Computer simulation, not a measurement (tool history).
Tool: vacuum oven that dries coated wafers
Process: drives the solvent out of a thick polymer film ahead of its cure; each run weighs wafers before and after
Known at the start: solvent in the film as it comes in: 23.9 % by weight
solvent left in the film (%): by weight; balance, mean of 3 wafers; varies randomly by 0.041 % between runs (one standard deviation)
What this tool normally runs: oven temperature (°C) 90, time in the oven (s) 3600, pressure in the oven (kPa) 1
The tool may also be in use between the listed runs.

run,hour,oven temperature (°C),time in the oven (s),pressure in the oven (kPa),solvent left in the film (%)
1,0,90,3600,1,1.56
2,19.8,90,3900,1,1.32
3,28.5,78,3600,1,4.55
4,48.6,78,3600,1,4.67
5,68.5,78,3600,1,4.69
6,85.5,90,3600,1,1.55
7,97.3,90,1920,1,4.69
8,112.8,90,1920,1,4.67
9,127.6,90,1980,1,4.48
10,145.7,90,1980,1,4.53
11,162.9,90,1980,1,4.44
12,181.1,90,3600,1,1.61
13,194.5,90,3600,1,1.6
14,206.1,90,3600,0.87,1.63
15,222.2,90,3600,0.87,1.62
16,237.4,90,3600,0.87,1.71
17,246.7,90,3600,0.87,1.65
18,257.7,90,3480,1,1.83
19,267.1,90,3480,1,1.87
20,281,90,3480,1,1.72
21,301,90,3600,1,1.7
22,316.4,90,1800,1,5.2
23,325.8,83,1800,1,7.66
24,337.1,83,1800,1,7.7
25,350.7,80,3120,0.95,5.05
26,361,100,3960,1,0.46
27,377.1,89,3960,1,1.61
28,390.2,83,3600,0.81,3.2
29,401.8,83,3600,0.81,3.24
30,416,83,3600,0.81,3.33
31,432.4,80,4320,0.81,3.16
32,448.5,80,4320,0.81,3.16
33,467.5,80,4320,0.81,3.16
34,476.2,90,1800,1,5.43
35,490,92,1860,3.23,5.26
36,500.3,103,5640,1.96,0.63
37,519.2,103,5640,1.96,0.59
38,537.5,103,5640,1.96,0.62
39,555.6,105,1860,0.89,1.47
40,569.2,104,1860,0.89,1.67
41,585.8,104,2460,1.03,0.89
42,595.4,104,2460,1.03,0.91
43,614.2,104,2160,0.53,1.12
44,633,104,2160,0.53,1.12
45,646.2,75,1860,1.24,10.79
46,660.2,89,6060,0.72,0.7

Pick out some run-to-run changes in solvent left in the film (%). Of each, how much would a tool without hidden state show as well, from the settings, what came in and chance, and how much is left for the hidden state and any gauge scatter not in both results compared?
Hidden state present: true wafer temperature over the reading, C; true pressure over the reading, kPa; drift of the gauge itself on solvent_pct, %.
Run 35 -> 36: oven temperature (°C) 92 -> 103, time in the oven (s) 1860 -> 5640, pressure in the oven (kPa) 3.23 -> 1.96. solvent left in the film (%) -4.63: hidden state -0.58, all else -4.05.
Run 44 -> 45: oven temperature (°C) 104 -> 75, time in the oven (s) 2160 -> 1860, pressure in the oven (kPa) 0.53 -> 1.24. solvent left in the film (%) +9.67: hidden state +0.62, all else +9.05.
Run 45 -> 46: oven temperature (°C) 75 -> 89, time in the oven (s) 1860 -> 6060, pressure in the oven (kPa) 1.24 -> 0.72. solvent left in the film (%) -10.09: hidden state -0.67, all else -9.42.
